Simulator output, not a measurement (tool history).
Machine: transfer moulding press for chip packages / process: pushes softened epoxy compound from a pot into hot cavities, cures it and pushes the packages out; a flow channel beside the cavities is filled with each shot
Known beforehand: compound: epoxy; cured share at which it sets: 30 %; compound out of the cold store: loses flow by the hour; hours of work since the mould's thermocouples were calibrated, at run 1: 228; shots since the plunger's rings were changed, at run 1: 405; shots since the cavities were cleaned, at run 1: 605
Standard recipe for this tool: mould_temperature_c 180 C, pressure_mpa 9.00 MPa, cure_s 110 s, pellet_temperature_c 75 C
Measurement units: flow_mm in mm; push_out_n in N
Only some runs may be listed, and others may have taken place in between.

run,hour,mould_temperature_c,pressure_mpa,cure_s,pellet_temperature_c,hours of work since the mould's thermocouples were calibrated,shots since the plunger's rings were changed,shots since the cavities were cleaned,incoming compound's hours out of the cold store,flow_mm,push_out_n
1,0.0,180,9.00,110,75,228,405,605,19.7,573,448
# hour 26.8: cavities cleaned with cleaning compound and waxed
2,35.1,180,9.00,110,75,248,730,80,37.6,511,319
3,71.9,180,9.00,110,75,270,1086,436,36.4,510,439
4,104.9,180,9.00,110,75,289,1405,755,42.1,487,469
# hour 112.4: cavities cleaned with cleaning compound and waxed
5,150.0,180,9.00,110,75,315,1827,364,29.2,530,411
# hour 197.3: cavities cleaned with cleaning compound and waxed
6,205.0,180,9.00,110,75,346,2344,74,31.5,519,316
7,235.7,180,9.00,110,75,364,2641,371,28.6,524,412
8,276.9,180,9.00,110,75,389,3039,769,23.0,529,497
# hour 285.8: cavities cleaned with cleaning compound and waxed
9,307.0,180,9.00,110,75,406,3316,205,20.4,538,376
10,329.2,180,9.00,110,67,419,3531,420,24.2,512,446
# hour 337.5: plunger's sealing rings changed
11,357.9,180,9.00,110,67,434,198,674,40.0,501,460
# hour 373.3: cavities cleaned with cleaning compound and waxed
12,392.8,180,9.00,110,67,454,520,189,29.9,536,359
# hour 409.1: mould's thermocouples calibrated
13,445.0,180,9.00,110,75,21,1005,674,26.8,540,470
# hour 461.5: cavities cleaned with cleaning compound and waxed
14,494.8,175,9.00,110,75,50,1473,322,28.2,537,519
15,519.7,180,9.00,110,75,64,1714,563,32.1,509,440
# hour 547.0: cavities cleaned with cleaning compound and waxed
16,574.2,180,8.64,110,67,96,2226,262,20.0,543,389
17,608.8,180,8.64,110,67,116,2561,597,27.6,504,466
# hour 634.1: cavities cleaned with cleaning compound and waxed
18,640.8,180,9.00,99,75,134,2856,65,23.6,529,371
19,672.1,180,9.00,99,75,153,3158,367,9.3,579,522
20,701.3,180,9.00,99,75,170,3441,650,22.1,533,553
# hour 722.8: plunger's sealing rings changed
# hour 724.3: cavities cleaned with cleaning compound and waxed
21,728.9,180,10.97,110,68,184,45,45,36.3,570,315
22,782.6,180,10.97,116,80,215,564,564,36.7,565,437
# hour 812.7: cavities cleaned with cleaning compound and waxed
23,831.0,178,8.09,110,75,243,1017,177,21.8,535,415
24,868.4,178,10.22,130,82,265,1379,539,27.3,570,392
25,893.8,187,10.22,130,82,280,1625,785,30.8,538,406
# hour 899.1: cavities cleaned with cleaning compound and waxed
26,932.2,179,10.82,130,72,302,1981,319,42.2,526,346
27,957.3,179,10.82,130,80,317,2224,562,16.7,633,404

3 ways to go on from here, each from the tool as it stands after run 27. What would each give?
# hour 986.9: cavities cleaned with cleaning compound and waxed
A,1003.3,173,7.99,110,75,343,2655,159,10.6,?,?
# hour 986.9: cavities cleaned with cleaning compound and waxed
B,1003.3,180,9.00,110,77,343,2655,159,24.7,?,?
# hour 986.9: cavities cleaned with cleaning compound and waxed
C,1003.3,180,9.20,110,80,343,2655,159,38.0,?,?

run,flow_mm,push_out_n
A,567,599
B,526,363
C,491,360
Take away the tool's hidden state, keep each run's random variation, and the runs would have read:
run,flow_mm,push_out_n
A,598,488
B,555,298
C,518,297
